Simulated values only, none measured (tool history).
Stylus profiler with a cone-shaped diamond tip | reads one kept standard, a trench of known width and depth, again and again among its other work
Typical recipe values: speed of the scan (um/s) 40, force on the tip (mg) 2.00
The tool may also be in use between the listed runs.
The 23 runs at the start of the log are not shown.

run     day  speed of the scan (um/s)  force on the tip (mg)  depth of the trench (Å)  width of the trench's floor (nm)
 24  33.417                        24                   1.28                   5032.1                             43980
 25  35.388                        46                   2.72                   5048.1                             44000
 26  36.433                        65                   2.89                   5050.1                             43970
 27  38.408                        65                   2.89                   5048.9                             43960
 28  40.404                        40                   1.28                   5033.5                             43860
 29  41.458                        40                   1.28                   5032.6                             43880
 30  42.750                        36                   0.79                   5025.5                             43860
 31  44.388                        36                   0.79                   5027.0                             43790
 32  46.558                        53                   5.64                   5072.6                             43870
 33  47.704                        53                   5.64                   5072.4                             43820
 34  49.708                        53                   5.64                   5073.8                             43820
 35  51.617                        20                   5.31                   5073.1                             43890
 36  52.704                        57                   0.79                   5028.6                             43600
 37  54.292                        67                   1.20                   5031.7                             43680
 38  56.400                        67                   1.20                   5032.6                             43530
 39  57.654                        28                   0.90                   5028.4                             43680
 40  59.179                        46                   1.77                   5039.6                             43640
 41  61.079                       155                   1.55                   5037.9                             43270
 42  62.721                        52                   2.00                   5044.7                             43580
 43  63.675                       157                   1.89                   5038.8                             43370
 44  65.188                        23                   1.52                   5037.1                             43650
 45  67.054                       118                   5.09                   5071.3                             43550
 46  68.475                        22                   1.71                   5041.1                             43590

Here are 4 independent what-if runs from the current tool condition. What would each one return?
  A  69.800                        33                   0.86                        ?                                 ?
  B  69.800                        33                   4.44                        ?                                 ?
  C  69.800                       119                   0.86                        ?                                 ?
  D  69.800                        11                   1.38                        ?                                 ?

run  depth of the trench (Å)  width of the trench's floor (nm)
  A                   5030.8                             43470
  B                   5065.7                             43570
  C                   5032.9                             43170
  D                   5036.5                             43640
Without the tool's hidden state the same runs would have given:
run  depth of the trench (Å)  width of the trench's floor (nm)
  A                   5018.7                             45460
  B                   5053.4                             45560
  C                   5020.7                             45160
  D                   5024.3                             45630

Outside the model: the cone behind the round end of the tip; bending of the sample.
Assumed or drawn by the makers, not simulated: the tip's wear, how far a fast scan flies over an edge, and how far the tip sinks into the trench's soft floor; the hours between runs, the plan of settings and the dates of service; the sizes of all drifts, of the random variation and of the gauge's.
